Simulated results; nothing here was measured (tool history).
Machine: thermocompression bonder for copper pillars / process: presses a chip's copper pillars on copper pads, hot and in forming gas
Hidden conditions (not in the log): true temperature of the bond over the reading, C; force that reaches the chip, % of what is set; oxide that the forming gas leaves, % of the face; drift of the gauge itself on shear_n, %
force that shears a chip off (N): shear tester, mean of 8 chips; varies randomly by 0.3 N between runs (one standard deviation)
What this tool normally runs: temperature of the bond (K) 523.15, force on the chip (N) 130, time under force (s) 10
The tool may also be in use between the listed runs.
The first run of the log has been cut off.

| run | hour | temperature of the bond (K) | force on the chip (N) | time under force (s) | hours of work since the heater was calibrated | hours of work since the force cell was calibrated | hours of work since the gas filter was changed | force that shears a chip off (N) |
|---|---|---|---|---|---|---|---|---|
|  | 13.2 | forming gas filter changed |
| 2 | 15.6 | 523.15 | 130 | 10 | 209 | 209 | 1 | 49.8 |
| 3 | 27.3 | 523.15 | 118 | 10 | 215 | 215 | 7 | 47.2 |
| 4 | 37.5 | 523.15 | 118 | 10 | 220 | 220 | 13 | 47.4 |
| 5 | 55.6 | 535.15 | 130 | 10 | 230 | 230 | 22 | 55.8 |
| 6 | 69.9 | 523.15 | 130 | 16 | 237 | 237 | 29 | 58.1 |
| 7 | 82.3 | 523.15 | 130 | 10 | 243 | 243 | 36 | 50.2 |
| 8 | 96.4 | 551.15 | 130 | 10 | 251 | 251 | 43 | 64.7 |
| 9 | 110.7 | 551.15 | 130 | 10 | 258 | 258 | 50 | 64.8 |
| 10 | 124.1 | 523.15 | 130 | 14 | 265 | 265 | 57 | 55.4 |
| 11 | 145.2 | 523.15 | 130 | 6 | 276 | 276 | 68 | 41.4 |
| 12 | 169.3 | 523.15 | 130 | 6 | 288 | 288 | 80 | 41.9 |
| 13 | 187.9 | 523.15 | 130 | 6 | 298 | 298 | 90 | 41.8 |
| 14 | 206.1 | 523.15 | 130 | 6 | 307 | 307 | 99 | 41.5 |
| 15 | 225.2 | 523.15 | 130 | 6 | 317 | 317 | 109 | 42 |
| 16 | 243.6 | 523.15 | 130 | 6 | 326 | 326 | 118 | 41.4 |
| 17 | 267.7 | 523.15 | 130 | 6 | 339 | 339 | 131 | 42 |
|  | 270.1 | forming gas filter changed |
| 18 | 283.1 | 523.15 | 130 | 25 | 346 | 346 | 7 | 65.5 |
| 19 | 303.6 | 523.15 | 130 | 13 | 357 | 357 | 17 | 54.7 |
| 20 | 315 | 523.15 | 130 | 22 | 363 | 363 | 23 | 63.2 |
| 21 | 331.8 | 523.15 | 130 | 22 | 371 | 371 | 32 | 62.9 |
| 22 | 356.8 | 523.15 | 194 | 21 | 384 | 384 | 45 | 72.8 |

Run 23 comes next. What will it give?
| 23 | 379.1 | 523.15 | 84 | 10 | 396 | 396 | 56 | ? |

force that shears a chip off (N): 39.1
Minus the tool's unlogged condition, the same run would have read force that shears a chip off (N) 39.2.
